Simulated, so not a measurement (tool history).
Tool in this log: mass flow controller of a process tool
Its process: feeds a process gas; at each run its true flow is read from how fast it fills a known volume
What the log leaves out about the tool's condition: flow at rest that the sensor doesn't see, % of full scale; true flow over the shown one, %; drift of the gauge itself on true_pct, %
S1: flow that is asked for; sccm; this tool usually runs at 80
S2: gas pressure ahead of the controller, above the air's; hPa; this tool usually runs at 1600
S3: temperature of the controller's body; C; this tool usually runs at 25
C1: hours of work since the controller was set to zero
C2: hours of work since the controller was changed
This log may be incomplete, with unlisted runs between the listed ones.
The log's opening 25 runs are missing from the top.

{"run": 26, "hour": 4956.9, "S1": 106, "S2": 1600, "S3": 39, "C1": 556, "C2": 7639, "true flow (%)": 100.48}
{"run": 27, "hour": 5180.3, "S1": 106, "S2": 1600, "S3": 39, "C1": 695, "C2": 7779, "true flow (%)": 100.69}
{"run": 28, "hour": 5457.7, "S1": 36, "S2": 1600, "S3": 29, "C1": 869, "C2": 7952, "true flow (%)": 101.22}
{"run": 29, "hour": 5634.1, "S1": 36, "S2": 2520, "S3": 22, "C1": 979, "C2": 8063, "true flow (%)": 101.29}
{"run": 30, "hour": 5787.8, "S1": 30, "S2": 1600, "S3": 32, "C1": 1076, "C2": 8159, "true flow (%)": 101.23}
{"run": 31, "hour": 5954.6, "S1": 94, "S2": 1600, "S3": 26, "C1": 1180, "C2": 8263, "true flow (%)": 101.71}
{"run": 32, "hour": 6164.9, "S1": 94, "S2": 1600, "S3": 26, "C1": 1312, "C2": 8395, "true flow (%)": 101.85}
{"run": 33, "hour": 6377.1, "S1": 66, "S2": 1600, "S3": 38, "C1": 1444, "C2": 8527, "true flow (%)": 100.96}
{"run": 34, "hour": 6506.3, "S1": 39, "S2": 1930, "S3": 32, "C1": 1525, "C2": 8608, "true flow (%)": 101.45}

Each row is a separate what-if for the run after 34, all from the same tool condition, not one after another. Results?
{"run": "A", "hour": 6631.0, "S1": 65, "S2": 1930, "S3": 34, "C1": 1603, "C2": 8686, "true flow (%)": "?"}
{"run": "B", "hour": 6631.0, "S1": 39, "S2": 2400, "S3": 27, "C1": 1603, "C2": 8686, "true flow (%)": "?"}
{"run": "C", "hour": 6631.0, "S1": 28, "S2": 1930, "S3": 22, "C1": 1603, "C2": 8686, "true flow (%)": "?"}

run=A true_flow_(%)=101.14
run=B true_flow_(%)=101.61
run=C true_flow_(%)=102.64
The same runs, with their run-to-run variation unchanged, on a tool lacking any hidden condition would have given:
run=A true_flow_(%)=97.65
run=B true_flow_(%)=97.63
run=C true_flow_(%)=98.18

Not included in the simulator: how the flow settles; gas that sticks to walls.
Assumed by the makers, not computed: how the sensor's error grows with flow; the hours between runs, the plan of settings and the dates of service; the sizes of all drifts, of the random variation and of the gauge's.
